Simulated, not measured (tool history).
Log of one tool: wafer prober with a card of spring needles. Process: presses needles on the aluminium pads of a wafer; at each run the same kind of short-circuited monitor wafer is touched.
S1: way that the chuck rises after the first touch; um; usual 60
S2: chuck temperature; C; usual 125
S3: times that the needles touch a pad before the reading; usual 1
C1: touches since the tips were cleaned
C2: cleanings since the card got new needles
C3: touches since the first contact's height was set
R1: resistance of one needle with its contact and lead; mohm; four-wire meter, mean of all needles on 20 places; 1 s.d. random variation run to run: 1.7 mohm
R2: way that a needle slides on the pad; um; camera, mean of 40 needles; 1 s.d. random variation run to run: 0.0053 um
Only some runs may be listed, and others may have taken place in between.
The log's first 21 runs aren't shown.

run    hour  S1   S2  S3    C1   C2     C3   R1      R2
       1106  -- tips cleaned on abrasive film
     1129.7  -- tips cleaned on abrasive film
     1154.7  -- tips cleaned on abrasive film
 22  1154.7  69   42   1     0   86  26359  156   9.586
     1178.7  -- tips cleaned on abrasive film
     1206.1  -- tips cleaned on abrasive film
 23  1209.4  69   42   1   986   88  42957  159   9.574
     1231.5  -- tips cleaned on abrasive film
     1258.2  -- tips cleaned on abrasive film
 24  1266.2  73  125   1  2454   90  60228  170  10.134
     1279.5  -- height of the first contact set anew
     1284.7  -- tips cleaned on abrasive film
       1309  -- tips cleaned on abrasive film
 25  1314.1  73  125   1  1536   92  10486  171  10.132
     1333.3  -- tips cleaned on abrasive film
     1357.9  -- tips cleaned on abrasive film
 26  1372.2  65  125   2  4366   94  28157  174   9.026
     1383.5  -- tips cleaned on abrasive film
     1407.6  -- tips cleaned on abrasive film
 27  1407.6  65  125   2     0   96  38874  176   9.017
     1430.5  -- tips cleaned on abrasive film
 28  1444.1  54  125   2  4151   97  49976  179   7.497
     1457.1  -- tips cleaned on abrasive film
     1479.9  -- tips cleaned on abrasive film
     1492.8  -- height of the first contact set anew
     1504.4  -- tips cleaned on abrasive film
 29  1511.7  54  125   2  2218  100   5733  176   7.497
     1528.8  -- tips cleaned on abrasive film
     1556.2  -- tips cleaned on abrasive film
     1580.7  -- tips cleaned on abrasive film
 30  1580.7  54  125   2     0  103  26694  178   7.496

Here are 3 independent what-if runs from the current tool condition. What would each one return?
     1607.3  -- tips cleaned on abrasive film
  A  1619.5  50   68   1  3726  104  38485   ?   ?
     1607.3  -- tips cleaned on abrasive film
  B  1619.5  69  125   2  3726  104  38485   ?   ?
     1607.3  -- tips cleaned on abrasive film
  C  1619.5  60   32   1  3726  104  38485   ?   ?

run   R1     R2
  A  166  6.932
  B  174  9.574
  C  162  8.318
With the hidden condition removed and each run's random variation left untouched, the same runs would have given:
run   R1     R2
  A  165  6.932
  B  173  9.575
  C  162  8.318
